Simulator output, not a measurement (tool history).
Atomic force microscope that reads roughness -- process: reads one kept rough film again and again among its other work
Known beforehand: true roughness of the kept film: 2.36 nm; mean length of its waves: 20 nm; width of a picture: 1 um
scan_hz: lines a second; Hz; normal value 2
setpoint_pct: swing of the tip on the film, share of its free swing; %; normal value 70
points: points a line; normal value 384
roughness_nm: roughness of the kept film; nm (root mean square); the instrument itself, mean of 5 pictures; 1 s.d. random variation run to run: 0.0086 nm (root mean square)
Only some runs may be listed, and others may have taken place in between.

{"run": 1, "hour": 0.0, "scan_hz": 2, "setpoint_pct": 70, "points": 384, "roughness_nm": 1.901}
{"run": 2, "hour": 9.5, "scan_hz": 2, "setpoint_pct": 70, "points": 384, "roughness_nm": 1.902}
{"run": 3, "hour": 15.4, "scan_hz": 2, "setpoint_pct": 70, "points": 384, "roughness_nm": 1.889}
{"hour": 19.1, "done": "new tip fitted"}
{"run": 4, "hour": 20.8, "scan_hz": 2, "setpoint_pct": 70, "points": 712, "roughness_nm": 1.926}
{"run": 5, "hour": 26.7, "scan_hz": 2, "setpoint_pct": 70, "points": 816, "roughness_nm": 1.915}
{"run": 6, "hour": 30.7, "scan_hz": 2, "setpoint_pct": 70, "points": 816, "roughness_nm": 1.916}
{"run": 7, "hour": 39.5, "scan_hz": 2, "setpoint_pct": 70, "points": 816, "roughness_nm": 1.911}
{"run": 8, "hour": 47.8, "scan_hz": 2, "setpoint_pct": 70, "points": 816, "roughness_nm": 1.914}
{"run": 9, "hour": 55.0, "scan_hz": 2, "setpoint_pct": 70, "points": 621, "roughness_nm": 1.897}
{"run": 10, "hour": 62.8, "scan_hz": 2, "setpoint_pct": 70, "points": 621, "roughness_nm": 1.897}
{"hour": 63.9, "done": "new tip fitted"}
{"run": 11, "hour": 68.0, "scan_hz": 2, "setpoint_pct": 70, "points": 621, "roughness_nm": 1.917}
{"run": 12, "hour": 74.9, "scan_hz": 2, "setpoint_pct": 70, "points": 621, "roughness_nm": 1.906}
{"run": 13, "hour": 80.2, "scan_hz": 2, "setpoint_pct": 70, "points": 384, "roughness_nm": 1.889}
{"run": 14, "hour": 87.2, "scan_hz": 2, "setpoint_pct": 70, "points": 676, "roughness_nm": 1.922}
{"run": 15, "hour": 91.7, "scan_hz": 2, "setpoint_pct": 70, "points": 676, "roughness_nm": 1.924}
{"run": 16, "hour": 98.9, "scan_hz": 2, "setpoint_pct": 66, "points": 384, "roughness_nm": 1.904}
{"run": 17, "hour": 107.0, "scan_hz": 2, "setpoint_pct": 70, "points": 620, "roughness_nm": 1.918}
{"hour": 108.7, "done": "new tip fitted"}
{"run": 18, "hour": 111.5, "scan_hz": 2, "setpoint_pct": 70, "points": 384, "roughness_nm": 1.918}
{"run": 19, "hour": 120.9, "scan_hz": 2, "setpoint_pct": 70, "points": 710, "roughness_nm": 1.916}
{"run": 20, "hour": 125.8, "scan_hz": 2, "setpoint_pct": 70, "points": 710, "roughness_nm": 1.912}
{"run": 21, "hour": 129.9, "scan_hz": 2, "setpoint_pct": 70, "points": 710, "roughness_nm": 1.919}
{"run": 22, "hour": 135.9, "scan_hz": 2, "setpoint_pct": 70, "points": 710, "roughness_nm": 1.925}
{"run": 23, "hour": 144.1, "scan_hz": 2, "setpoint_pct": 63, "points": 384, "roughness_nm": 1.962}
{"run": 24, "hour": 150.3, "scan_hz": 2, "setpoint_pct": 70, "points": 384, "roughness_nm": 1.881}
{"hour": 153.3, "done": "new tip fitted"}
{"run": 25, "hour": 158.7, "scan_hz": 2, "setpoint_pct": 70, "points": 384, "roughness_nm": 1.9}
{"run": 26, "hour": 162.9, "scan_hz": 0.58, "setpoint_pct": 70, "points": 384, "roughness_nm": 2.02}
{"run": 27, "hour": 167.2, "scan_hz": 2, "setpoint_pct": 59, "points": 384, "roughness_nm": 1.965}
{"run": 28, "hour": 175.9, "scan_hz": 2, "setpoint_pct": 59, "points": 384, "roughness_nm": 1.98}
{"run": 29, "hour": 182.9, "scan_hz": 2, "setpoint_pct": 59, "points": 384, "roughness_nm": 1.975}
{"run": 30, "hour": 191.4, "scan_hz": 2.84, "setpoint_pct": 57, "points": 657, "roughness_nm": 1.972}
{"hour": 198.4, "done": "new tip fitted"}
{"run": 31, "hour": 200.4, "scan_hz": 2, "setpoint_pct": 73, "points": 384, "roughness_nm": 1.882}
{"run": 32, "hour": 209.9, "scan_hz": 2, "setpoint_pct": 73, "points": 384, "roughness_nm": 1.855}
{"run": 33, "hour": 217.3, "scan_hz": 2, "setpoint_pct": 73, "points": 384, "roughness_nm": 1.855}
{"run": 34, "hour": 221.2, "scan_hz": 2.91, "setpoint_pct": 65, "points": 843, "roughness_nm": 1.901}
{"run": 35, "hour": 230.2, "scan_hz": 0.51, "setpoint_pct": 74, "points": 272, "roughness_nm": 1.982}
{"run": 36, "hour": 234.3, "scan_hz": 0.51, "setpoint_pct": 74, "points": 272, "roughness_nm": 1.992}
{"run": 37, "hour": 242.1, "scan_hz": 0.51, "setpoint_pct": 74, "points": 272, "roughness_nm": 1.984}
{"hour": 243.3, "done": "new tip fitted"}
{"run": 38, "hour": 247.4, "scan_hz": 3.02, "setpoint_pct": 70, "points": 1024, "roughness_nm": 1.84}
{"run": 39, "hour": 251.6, "scan_hz": 0.55, "setpoint_pct": 86, "points": 654, "roughness_nm": 1.977}
{"run": 40, "hour": 256.4, "scan_hz": 0.55, "setpoint_pct": 86, "points": 654, "roughness_nm": 1.994}
{"run": 41, "hour": 264.6, "scan_hz": 0.55, "setpoint_pct": 90, "points": 439, "roughness_nm": 1.951}
{"run": 42, "hour": 273.8, "scan_hz": 0.55, "setpoint_pct": 55, "points": 332, "roughness_nm": 2.039}
{"run": 43, "hour": 280.2, "scan_hz": 0.55, "setpoint_pct": 55, "points": 332, "roughness_nm": 2.028}
{"run": 44, "hour": 286.9, "scan_hz": 0.71, "setpoint_pct": 56, "points": 331, "roughness_nm": 2.025}
{"hour": 288.0, "done": "new tip fitted"}
{"run": 45, "hour": 294.1, "scan_hz": 0.71, "setpoint_pct": 56, "points": 331, "roughness_nm": 2.037}
{"run": 46, "hour": 299.7, "scan_hz": 0.71, "setpoint_pct": 56, "points": 331, "roughness_nm": 2.033}
{"run": 47, "hour": 307.3, "scan_hz": 0.71, "setpoint_pct": 56, "points": 331, "roughness_nm": 2.037}
{"run": 48, "hour": 315.3, "scan_hz": 2.99, "setpoint_pct": 70, "points": 696, "roughness_nm": 1.832}
{"run": 49, "hour": 321.5, "scan_hz": 3.69, "setpoint_pct": 79, "points": 836, "roughness_nm": 1.648}
{"run": 50, "hour": 331.0, "scan_hz": 3.69, "setpoint_pct": 79, "points": 836, "roughness_nm": 1.63}
{"hour": 333.1, "done": "new tip fitted"}
{"run": 51, "hour": 338.8, "scan_hz": 1.72, "setpoint_pct": 74, "points": 701, "roughness_nm": 1.91}
{"run": 52, "hour": 345.2, "scan_hz": 1.59, "setpoint_pct": 70, "points": 465, "roughness_nm": 1.941}

Predict each of these 5 candidate next runs independently; none follows another, all start after run 52:
{"run": "A", "hour": 353.4, "scan_hz": 2.3, "setpoint_pct": 71, "points": 384, "roughness_nm": "?"}
{"run": "B", "hour": 353.4, "scan_hz": 0.62, "setpoint_pct": 72, "points": 310, "roughness_nm": "?"}
{"run": "C", "hour": 353.4, "scan_hz": 0.63, "setpoint_pct": 70, "points": 384, "roughness_nm": "?"}
{"run": "D", "hour": 353.4, "scan_hz": 0.93, "setpoint_pct": 70, "points": 260, "roughness_nm": "?"}
{"run": "E", "hour": 353.4, "scan_hz": 0.67, "setpoint_pct": 76, "points": 735, "roughness_nm": "?"}

run=A roughness_nm=1.858
run=B roughness_nm=1.979
run=C roughness_nm=2.027
run=D roughness_nm=1.948
run=E roughness_nm=2.019
Without the tool's unlogged condition, the same runs would have read:
run=A roughness_nm=1.86
run=B roughness_nm=1.982
run=C roughness_nm=2.03
run=D roughness_nm=1.951
run=E roughness_nm=2.022
